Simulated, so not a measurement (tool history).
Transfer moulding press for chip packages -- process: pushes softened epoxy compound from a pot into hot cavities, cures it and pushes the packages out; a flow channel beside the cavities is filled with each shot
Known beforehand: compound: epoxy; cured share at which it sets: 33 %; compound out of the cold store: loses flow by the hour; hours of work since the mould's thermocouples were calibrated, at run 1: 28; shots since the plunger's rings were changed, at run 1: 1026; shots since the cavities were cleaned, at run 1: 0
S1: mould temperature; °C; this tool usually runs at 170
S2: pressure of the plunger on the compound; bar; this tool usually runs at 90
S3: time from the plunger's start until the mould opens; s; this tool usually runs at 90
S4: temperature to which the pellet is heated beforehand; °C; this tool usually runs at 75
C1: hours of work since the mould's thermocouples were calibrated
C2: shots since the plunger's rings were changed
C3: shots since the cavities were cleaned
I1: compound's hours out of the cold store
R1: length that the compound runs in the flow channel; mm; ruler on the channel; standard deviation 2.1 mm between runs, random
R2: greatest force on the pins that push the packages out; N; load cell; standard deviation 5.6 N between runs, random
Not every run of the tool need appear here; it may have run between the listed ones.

Run 1, hour 0: usual settings; C1 28; C2 1026; C3 0; I1 21.7. Result: R1 541 mm, R2 195 N.
Run 2, hour 8.6: usual settings; C1 34; C2 1147; C3 121; I1 36.1. Result: R1 495 mm, R2 252 N.
Run 3, hour 15.5: usual settings; C1 40; C2 1245; C3 219; I1 30.5. Result: R1 514 mm, R2 270 N.
Run 4, hour 25: usual settings; C1 47; C2 1379; C3 353; I1 37.5. Result: R1 489 mm, R2 320 N.
Run 5, hour 36.3: usual settings; C1 55; C2 1539; C3 513; I1 33.3. Result: R1 503 mm, R2 345 N.
Run 6, hour 46.4: usual settings; C1 63; C2 1681; C3 655; I1 32.8. Result: R1 501 mm, R2 368 N.
At hour 53.2: cavities cleaned with cleaning compound and waxed.
Run 7, hour 57.1: usual settings but S4 80 °C; C1 69; C2 1811; C3 55; I1 45.2. Result: R1 462 mm, R2 215 N.
Run 8, hour 69: usual settings but S4 80 °C; C1 78; C2 1980; C3 224; I1 31.1. Result: R1 505 mm, R2 279 N.
Run 9, hour 79.7: usual settings but S4 80 °C; C1 86; C2 2131; C3 375; I1 41.2. Result: R1 473 mm, R2 304 N.
Run 10, hour 85.2: usual settings but S4 80 °C; C1 90; C2 2209; C3 453; I1 19.9. Result: R1 546 mm, R2 325 N.
Run 11, hour 93.4: usual settings; C1 96; C2 2324; C3 568; I1 17.5. Result: R1 556 mm, R2 361 N.
Run 12, hour 98.7: usual settings; C1 100; C2 2398; C3 642; I1 45.4. Result: R1 465 mm, R2 358 N.
At hour 106.1: cavities cleaned with cleaning compound and waxed.
Run 13, hour 107.1: usual settings but S1 178 °C; C1 105; C2 2496; C3 14; I1 12.8. Result: R1 561 mm, R2 191 N.
Run 14, hour 114.2: usual settings but S3 80 s; C1 111; C2 2596; C3 114; I1 37.6. Result: R1 486 mm, R2 287 N.
Run 15, hour 124.5: usual settings but S3 80 s; C1 118; C2 2743; C3 261; I1 16.5. Result: R1 553 mm, R2 362 N.
Run 16, hour 136.4: usual settings but S4 73 °C; C1 127; C2 2910; C3 428; I1 8.7. Result: R1 580 mm, R2 346 N.
Run 17, hour 142.5: usual settings but S4 73 °C; C1 132; C2 2996; C3 514; I1 22.7. Result: R1 531 mm, R2 344 N.
At hour 150.8: plunger's sealing rings changed.
Run 18, hour 152.7: usual settings but S4 73 °C; C1 137; C2 27; C3 624; I1 34.4. Result: R1 508 mm, R2 369 N.
At hour 162: cavities cleaned with cleaning compound and waxed.
Run 19, hour 163.2: usual settings but S2 86.5 bar, S4 81 °C; C1 144; C2 153; C3 17; I1 16.1. Result: R1 556 mm, R2 204 N.
Run 20, hour 171.1: usual settings but S2 86.5 bar, S4 81 °C; C1 150; C2 265; C3 129; I1 46.7. Result: R1 459 mm, R2 233 N.
Run 21, hour 179.5: usual settings but S1 166 °C, S2 100 bar, S3 101 s, S4 81 °C; C1 156; C2 383; C3 247; I1 18.8. Result: R1 591 mm, R2 295 N.
Run 22, hour 185.9: usual settings but S1 167 °C, S2 100.2 bar, S3 101 s, S4 81 °C; C1 161; C2 473; C3 337; I1 31.9. Result: R1 544 mm, R2 311 N.
Run 23, hour 192.2: usual settings but S1 167 °C, S2 90.7 bar, S3 101 s, S4 76 °C; C1 166; C2 562; C3 426; I1 45.2. Result: R1 476 mm, R2 333 N.
Run 24, hour 202.1: usual settings but S1 167 °C, S2 90.7 bar, S3 101 s, S4 76 °C; C1 173; C2 703; C3 567; I1 18. Result: R1 562 mm, R2 369 N.
Run 25, hour 212.5: usual settings but S1 177 °C, S2 84.3 bar, S3 79 s, S4 84 °C; C1 181; C2 850; C3 714; I1 43.5. Result: R1 455 mm, R2 356 N.
At hour 215.1: cavities cleaned with cleaning compound and waxed.
Run 26, hour 221.6: usual settings but S1 176 °C, S2 93.2 bar; C1 186; C2 957; C3 92; I1 17.9. Result: R1 566 mm, R2 217 N.
Run 27, hour 226.6: usual settings but S1 176 °C, S2 93.2 bar; C1 190; C2 1028; C3 163; I1 29.6. Result: R1 527 mm, R2 229 N.
Run 28, hour 236.7: usual settings but S1 163 °C; C1 198; C2 1171; C3 306; I1 27.8. Result: R1 530 mm, R2 417 N.
Run 29, hour 248: usual settings but S1 163 °C; C1 206; C2 1330; C3 465; I1 41.6. Result: R1 484 mm, R2 448 N.

Each run again, without the hidden state but with its own random variation kept:
The tool's hidden condition here consists of: true mould temperature over the reading, C; pressure that reaches the compound, % of what is set; grip of the stained cavities, % over clean ones'; drift of the gauge itself on flow_mm, %; drift of the gauge itself on push_out_n, %.
run   R1   R2
  1  548  193
  2  501  199
  3  521  187
  4  496  195
  5  511  189
  6  510  199
  7  471  188
  8  516  193
  9  483  182
 10  558  183
 11  569  194
 12  476  187
 13  575  180
 14  499  223
 15  568  241
 16  597  202
 17  547  192
 18  509  197
 19  557  193
 20  461  178
 21  594  198
 22  547  195
 23  478  199
 24  566  203
 25  459  183
 26  571  180
 27  532  169
 28  536  268
 29  490  262

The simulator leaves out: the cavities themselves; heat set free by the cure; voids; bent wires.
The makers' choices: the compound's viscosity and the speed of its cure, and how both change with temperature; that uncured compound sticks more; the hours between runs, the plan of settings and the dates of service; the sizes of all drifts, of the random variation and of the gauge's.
